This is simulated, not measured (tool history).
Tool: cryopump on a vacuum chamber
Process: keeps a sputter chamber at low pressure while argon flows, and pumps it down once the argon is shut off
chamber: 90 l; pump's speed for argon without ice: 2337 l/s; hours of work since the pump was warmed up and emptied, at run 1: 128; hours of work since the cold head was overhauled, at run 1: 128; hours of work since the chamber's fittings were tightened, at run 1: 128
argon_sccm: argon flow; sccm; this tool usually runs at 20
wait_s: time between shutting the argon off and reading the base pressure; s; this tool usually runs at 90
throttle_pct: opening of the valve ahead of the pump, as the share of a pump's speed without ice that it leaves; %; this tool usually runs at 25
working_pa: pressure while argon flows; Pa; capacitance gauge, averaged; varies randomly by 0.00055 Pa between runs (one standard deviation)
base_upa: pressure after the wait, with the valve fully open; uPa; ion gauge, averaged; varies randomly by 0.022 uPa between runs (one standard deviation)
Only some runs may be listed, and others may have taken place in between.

run,hour,argon_sccm,wait_s,throttle_pct,hours of work since the pump was warmed up and emptied,hours of work since the cold head was overhauled,hours of work since the chamber's fittings were tightened,working_pa,base_upa
1,0,20,90,25,128,128,128,0.0581,0.71
2,12.1,20,90,25,135,135,135,0.0589,0.69
3,28.5,20,90,25,145,145,145,0.0591,0.71
4,47.8,20,90,25,157,157,157,0.0596,0.75
5,66.1,20,90,25,168,168,168,0.0579,0.75
6,77,20,204,25,175,175,175,0.0589,0.44
7,85,20,40,25,180,180,180,0.0584,1.44
8,97.3,20,90,25,188,188,188,0.0591,0.7
9,109.1,20,156,25,195,195,195,0.0582,0.48
10,117.4,20,156,25,200,200,200,0.0583,0.47

Predict the results of run 11:
11,128.9,11,80,29,207,207,207,?,?

working_pa: 0.0278 Pa
base_upa: 0.79 uPa
The same run, on a tool lacking any hidden state, would have yielded working_pa 0.0273 Pa, base_upa 0.73 uPa.

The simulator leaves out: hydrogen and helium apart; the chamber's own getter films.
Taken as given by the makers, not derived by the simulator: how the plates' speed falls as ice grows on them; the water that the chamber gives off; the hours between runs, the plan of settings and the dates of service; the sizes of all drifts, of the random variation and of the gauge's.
